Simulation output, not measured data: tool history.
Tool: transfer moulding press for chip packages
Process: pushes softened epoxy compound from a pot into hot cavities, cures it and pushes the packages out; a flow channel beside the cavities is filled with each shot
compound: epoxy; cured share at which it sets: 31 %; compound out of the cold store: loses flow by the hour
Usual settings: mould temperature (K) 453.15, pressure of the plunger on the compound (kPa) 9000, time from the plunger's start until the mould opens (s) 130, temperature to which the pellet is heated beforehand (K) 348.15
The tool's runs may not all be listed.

run    hour  mould temperature (K)  pressure of the plunger on the compound (kPa)  time from the plunger's start until the mould opens (s)  temperature to which the pellet is heated beforehand (K)  incoming compound's hours out of the cold store  length that the compound runs in the flow channel (mm)  greatest force on the pins that push the packages out (N)
  1       0                 453.15                                           9000                                                      130                                                    348.15                                             31.5                                                   616.5                                                        250
       27.2  -- cavities cleaned with cleaning compound and waxed
  2    51.4                 453.15                                           9000                                                      130                                                    345.15                                             22.4                                                   642.1                                                        270
  3   107.3                 453.15                                           9000                                                      130                                                    345.15                                             14.6                                                   666.7                                                        265
  4   165.3                 453.15                                           9000                                                      130                                                    345.15                                             46.9                                                   571.9                                                        257
      176.8  -- cavities cleaned with cleaning compound and waxed
  5   202.6                 453.15                                           9000                                                      130                                                    345.15                                             11.3                                                   677.3                                                        271
      243.9  -- plunger's sealing rings changed
  6   256.7                 453.15                                           9000                                                      130                                                    345.15                                             36.9                                                   600.1                                                        270
  7   313.4                 453.15                                           9000                                                      130                                                    345.15                                             10.2                                                   681.1                                                        276
      329.5  -- cavities cleaned with cleaning compound and waxed
  8   348.3                 453.15                                           9000                                                      130                                                    345.15                                             14.9                                                   666.4                                                        271
  9   390.5                 453.15                                           9000                                                      130                                                    348.15                                             47.9                                                   570.1                                                        257
 10   435.8                 453.15                                           9000                                                      130                                                    348.15                                               14                                                   667.9                                                        261
 11   472.1                 453.15                                           9000                                                      130                                                    348.15                                              9.1                                                   684.3                                                        270
      484.6  -- cavities cleaned with cleaning compound and waxed
 12   509.2                 453.15                                           9000                                                      130                                                    348.15                                             11.9                                                     675                                                        254
 13     583                 454.15                                           9000                                                      130                                                    348.15                                             44.4                                                   575.5                                                        252
      616.3  -- plunger's sealing rings changed
      638.3  -- cavities cleaned with cleaning compound and waxed
 14   652.9                 454.15                                           9000                                                      130                                                    348.15                                             11.6                                                     672                                                        254
 15   701.9                 461.15                                           7390                                                      151                                                    356.15                                             41.4                                                   503.5                                                        244
 16     735                 455.15                                           8180                                                      127                                                    356.15                                               43                                                   547.5                                                        251
        791  -- cavities cleaned with cleaning compound and waxed
 17   794.6                 455.15                                           8180                                                      127                                                    356.15                                             33.2                                                   573.1                                                        265
 18   830.3                 455.15                                           8180                                                      127                                                    356.15                                             36.8                                                   563.1                                                        259
 19     888                 455.15                                           9000                                                      114                                                    348.15                                             38.7                                                     588                                                        269
 20   937.2                 452.15                                           9000                                                      129                                                    354.15                                             14.8                                                   670.3                                                        283
        942  -- cavities cleaned with cleaning compound and waxed
      987.5  -- plunger's sealing rings changed
 21    1016                 452.15                                           9000                                                      129                                                    354.15                                             37.5                                                   602.8                                                        271
 22  1059.6                 452.15                                           9790                                                      129                                                    354.15                                             23.4                                                   669.9                                                        269
     1094.4  -- cavities cleaned with cleaning compound and waxed
 23  1124.4                 452.15                                           9790                                                      168                                                    354.15                                             35.1                                                   635.5                                                        251
 24  1198.6                 452.15                                           9790                                                      168                                                    354.15                                             12.5                                                   706.4                                                        249
     1245.3  -- cavities cleaned with cleaning compound and waxed
 25  1262.3                 448.15                                           9000                                                      169                                                    357.15                                             23.3                                                   664.5                                                        265
 26  1311.8                 453.15                                          10720                                                      130                                                    348.15                                               13                                                   732.5                                                        264
     1358.4  -- plunger's sealing rings changed
 27    1360                 453.15                                           9030                                                      159                                                    348.15                                             15.5                                                   667.1                                                        258
     1398.2  -- cavities cleaned with cleaning compound and waxed
 28  1414.1                 453.15                                           9030                                                      159                                                    348.15                                              9.5                                                   685.8                                                        254

Forecast each of these 3 alternatives for the next run:
  A  1474.7                 457.15                                           9030                                                      124                                                    357.15                                             20.5                                                       ?                                                          ?
  B  1474.7                 453.15                                           9030                                                      154                                                    339.15                                               10                                                       ?                                                          ?
  C  1474.7                 453.15                                           7540                                                      159                                                    358.15                                               45                                                       ?                                                          ?

run  length that the compound runs in the flow channel (mm)  greatest force on the pins that push the packages out (N)
  A                                                   630.2                                                        256
  B                                                   685.2                                                        261
  C                                                   530.1                                                        255
Without the tool's hidden state the same runs would have given:
run  length that the compound runs in the flow channel (mm)  greatest force on the pins that push the packages out (N)
  A                                                   630.2                                                        255
  B                                                   685.2                                                        260
  C                                                   530.1                                                        254
